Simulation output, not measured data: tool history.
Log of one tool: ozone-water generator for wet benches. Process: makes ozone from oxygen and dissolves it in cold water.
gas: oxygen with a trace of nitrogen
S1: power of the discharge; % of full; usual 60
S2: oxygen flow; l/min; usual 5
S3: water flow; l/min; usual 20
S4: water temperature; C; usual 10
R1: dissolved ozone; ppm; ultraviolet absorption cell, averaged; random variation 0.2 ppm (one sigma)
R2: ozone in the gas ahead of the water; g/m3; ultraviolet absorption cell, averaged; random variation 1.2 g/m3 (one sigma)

Run 1, hour 0: usual settings. Result: R1 28 ppm, R2 215.3 g/m3.
Run 2, hour 207.3: usual settings. Result: R1 28 ppm, R2 215.9 g/m3.
Run 3, hour 297.1: usual settings. Result: R1 27.8 ppm, R2 215.9 g/m3.
Run 4, hour 457: usual settings. Result: R1 28.2 ppm, R2 215.4 g/m3.
Run 5, hour 557.3: usual settings. Result: R1 28.1 ppm, R2 214.9 g/m3.
Run 6, hour 660.3: usual settings. Result: R1 28.1 ppm, R2 215.4 g/m3.
Run 7, hour 799.2: usual settings but S3 30 l/min. Result: R1 19.2 ppm, R2 216.2 g/m3.
Run 8, hour 999.8: usual settings but S2 7.64 l/min. Result: R1 31.1 ppm, R2 186.8 g/m3.
Run 9, hour 1098.2: usual settings but S2 7.64 l/min. Result: R1 31.5 ppm, R2 192 g/m3.
Run 10, hour 1266.1: usual settings but S2 7.64 l/min. Result: R1 31.1 ppm, R2 191.9 g/m3.
Run 11, hour 1407.8: usual settings but S1 52 % of full, S2 2.51 l/min. Result: R1 19.9 ppm, R2 251.5 g/m3.
Run 12, hour 1605.6: usual settings but S1 43 % of full, S3 15 l/min, S4 8 C. Result: R1 30.6 ppm, R2 182.5 g/m3.
Run 13, hour 1711.6: usual settings but S1 89 % of full, S2 9 l/min, S3 21 l/min, S4 13 C. Result: R1 35.6 ppm, R2 218.9 g/m3.
Run 14, hour 1836.5: usual settings but S1 99 % of full, S2 7.67 l/min, S3 12 l/min, S4 5 C. Result: R1 61.6 ppm, R2 247.1 g/m3.
Run 15, hour 2038.3: usual settings but S1 44 % of full, S2 4.89 l/min, S3 22 l/min, S4 6 C. Result: R1 22.6 ppm, R2 186.2 g/m3.
Run 16, hour 2184.6: usual settings but S1 44 % of full, S2 4.89 l/min, S3 22 l/min, S4 6 C. Result: R1 22.8 ppm, R2 187.4 g/m3.
Run 17, hour 2349.8: usual settings but S1 44 % of full, S2 4.89 l/min, S3 22 l/min, S4 6 C. Result: R1 23.1 ppm, R2 189 g/m3.
Run 18, hour 2515: usual settings but S1 83 % of full, S2 4.89 l/min, S3 22 l/min, S4 13 C. Result: R1 29.3 ppm, R2 261.9 g/m3.

The same runs without the tool's hidden state, with the same run-to-run variation:
The hidden state here: yield of the discharge, % of new electrodes'; contactor's efficiency, % of a clean one's; true water temperature over the reading, C; drift of the gauge itself on ozone_ppm, %; drift of the gauge itself on gas_g_m3, %.
run     R2
  1  215.4
  2  215.7
  3  215.6
  4    215
  5  214.3
  6  214.7
  7  215.4
  8  185.8
  9  190.9
 10  190.7
 11  249.7
 12    181
 13    217
 14  244.8
 15  184.2
 16  185.3
 17  186.7
 18  258.6
R1: within 0.1 ppm of the measured result in every run.
